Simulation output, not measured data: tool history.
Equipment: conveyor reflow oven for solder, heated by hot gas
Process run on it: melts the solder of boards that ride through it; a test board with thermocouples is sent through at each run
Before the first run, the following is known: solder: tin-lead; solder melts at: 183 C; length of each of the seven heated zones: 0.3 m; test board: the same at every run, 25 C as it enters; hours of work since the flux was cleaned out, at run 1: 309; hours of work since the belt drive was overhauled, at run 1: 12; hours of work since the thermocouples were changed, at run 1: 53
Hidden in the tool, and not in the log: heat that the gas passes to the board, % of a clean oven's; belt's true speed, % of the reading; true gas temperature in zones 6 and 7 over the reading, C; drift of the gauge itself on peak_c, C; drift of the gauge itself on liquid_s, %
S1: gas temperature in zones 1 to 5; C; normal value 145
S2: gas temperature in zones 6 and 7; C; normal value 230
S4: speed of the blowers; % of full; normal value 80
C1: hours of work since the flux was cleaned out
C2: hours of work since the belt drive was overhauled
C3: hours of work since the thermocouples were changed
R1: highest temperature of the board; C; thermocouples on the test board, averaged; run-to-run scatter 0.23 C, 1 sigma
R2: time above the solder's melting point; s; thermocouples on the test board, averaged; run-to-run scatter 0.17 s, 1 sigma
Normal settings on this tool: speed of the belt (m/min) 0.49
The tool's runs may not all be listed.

Run 1, hour 0: usual settings; C1 309; C2 12; C3 53. Result: R1 219.9 C, R2 60.7 s.
Run 2, hour 11.7: usual settings; C1 316; C2 19; C3 60. Result: R1 219.9 C, R2 60.7 s.
Run 3, hour 18.7: usual settings; C1 321; C2 23; C3 64. Result: R1 220.2 C, R2 60.6 s.
Run 4, hour 28.2: usual settings; C1 326; C2 28; C3 70. Result: R1 219.8 C, R2 60.9 s.
Run 5, hour 36: usual settings; C1 331; C2 33; C3 75. Result: R1 220.1 C, R2 60.8 s.
Run 6, hour 47.6: usual settings; C1 338; C2 40; C3 82. Result: R1 219.9 C, R2 60.8 s.
Run 7, hour 59.2: usual settings but S2 231 C; C1 345; C2 47; C3 88. Result: R1 221.2 C, R2 61.2 s.
Run 8, hour 71.2: usual settings but speed of the belt (m/min) 0.559; C1 352; C2 54; C3 96. Result: R1 216.4 C, R2 50.5 s.
Run 9, hour 79.1: usual settings but speed of the belt (m/min) 0.559; C1 357; C2 59; C3 100. Result: R1 216.8 C, R2 50.3 s.
Run 10, hour 91.3: usual settings but speed of the belt (m/min) 0.559; C1 364; C2 66; C3 108. Result: R1 217.2 C, R2 50.5 s.
Run 11, hour 104.9: usual settings but S1 151 C; C1 372; C2 74; C3 116. Result: R1 220.5 C, R2 63.4 s.
Run 12, hour 116: usual settings but S1 151 C; C1 379; C2 81; C3 122. Result: R1 220.7 C, R2 63.2 s.
Run 13, hour 126.3: usual settings but S1 151 C; C1 385; C2 87; C3 129. Result: R1 220.6 C, R2 63.1 s.
Run 14, hour 136.9: usual settings but S2 229 C; C1 391; C2 93; C3 135. Result: R1 219.1 C, R2 59.9 s.
Run 15, hour 150.4: usual settings but S2 232 C; C1 399; C2 101; C3 143. Result: R1 221.4 C, R2 61.5 s.
Run 16, hour 163.8: usual settings but S2 232 C; C1 407; C2 109; C3 151. Result: R1 221.1 C, R2 61.6 s.
Run 17, hour 172.7: usual settings but S4 68 % of full; C1 413; C2 115; C3 156. Result: R1 218.2 C, R2 59 s.
Run 18, hour 188.8: usual settings but S1 150 C, S2 223 C, speed of the belt (m/min) 0.558, S4 50 % of full; C1 422; C2 124; C3 166. Result: R1 205.1 C, R2 41.4 s.
Run 19, hour 203.1: usual settings but S1 149 C, S2 218 C, S4 57 % of full; C1 431; C2 133; C3 174. Result: R1 205.6 C, R2 50 s.
Run 20, hour 219.4: usual settings but S1 149 C, S2 218 C, S4 60 % of full; C1 441; C2 143; C3 184. Result: R1 206.2 C, R2 51.1 s.
Run 21, hour 233.3: usual settings but speed of the belt (m/min) 0.463; C1 449; C2 151; C3 193. Result: R1 220.7 C, R2 65.1 s.
Run 22, hour 243.8: usual settings but S1 135 C, speed of the belt (m/min) 0.47; C1 455; C2 157; C3 199. Result: R1 219.1 C, R2 59.9 s.
Run 23, hour 255.1: usual settings but S1 135 C, speed of the belt (m/min) 0.47; C1 462; C2 164; C3 206. Result: R1 219.2 C, R2 59.7 s.
Run 24, hour 266.4: usual settings but S1 149 C, S2 220 C, speed of the belt (m/min) 0.452, S4 67 % of full; C1 469; C2 171; C3 212. Result: R1 210.8 C, R2 61.1 s.
At hour 283.7: flux residue cleaned out of gas plates and filters.
Run 25, hour 284.9: usual settings but S1 156 C; C1 1; C2 179; C3 220. Result: R1 221.9 C, R2 66.2 s.
Run 26, hour 299.5: usual settings but S1 136 C, S2 239 C, speed of the belt (m/min) 0.46, S4 57 % of full; C1 9; C2 188; C3 229. Result: R1 225.1 C, R2 64.5 s.
Run 27, hour 311.7: usual settings but S1 140 C, speed of the belt (m/min) 0.471; C1 17; C2 195; C3 236. Result: R1 221.5 C, R2 62.7 s.
Run 28, hour 323.4: usual settings but S1 140 C, speed of the belt (m/min) 0.471; C1 24; C2 202; C3 243. Result: R1 220.8 C, R2 62.6 s.
Run 29, hour 335.4: usual settings but S1 140 C, speed of the belt (m/min) 0.471; C1 31; C2 209; C3 251. Result: R1 221.4 C, R2 63 s.
Run 30, hour 346: usual settings but S1 146 C, S2 242 C, speed of the belt (m/min) 0.556; C1 37; C2 215; C3 257. Result: R1 228.5 C, R2 57.4 s.
Run 31, hour 360.3: usual settings but S1 146 C, S2 241 C, speed of the belt (m/min) 0.586; C1 46; C2 224; C3 265. Result: R1 225.6 C, R2 53.9 s.
Run 32, hour 370.5: usual settings but S1 155 C, S2 218 C, speed of the belt (m/min) 0.54, S4 72 % of full; C1 52; C2 230; C3 271. Result: R1 207.6 C, R2 50.7 s.

3 ways to go on from here, each from the tool as it stands after run 32. What would each give?
Run A, hour 380.4: usual settings but S1 155 C, S2 233 C, speed of the belt (m/min) 0.455, S4 73 % of full; C1 58; C2 236; C3 277. Result: R1 ?, R2 ?.
Run B, hour 380.4: usual settings but S2 232 C, speed of the belt (m/min) 0.467, S4 52 % of full; C1 58; C2 236; C3 277. Result: R1 ?, R2 ?.
Run C, hour 380.4: usual settings but S1 155 C, S2 242 C, speed of the belt (m/min) 0.54, S4 72 % of full; C1 58; C2 236; C3 277. Result: R1 ?, R2 ?.

run     R1    R2
  A  224.9    73
  B    218  61.8
  C  229.2  62.8
The same runs, with their run-to-run variation unchanged, on a tool lacking any hidden condition would have given:
run     R1    R2
  A  225.4  72.9
  B  218.5  61.9
  C  229.8  62.7
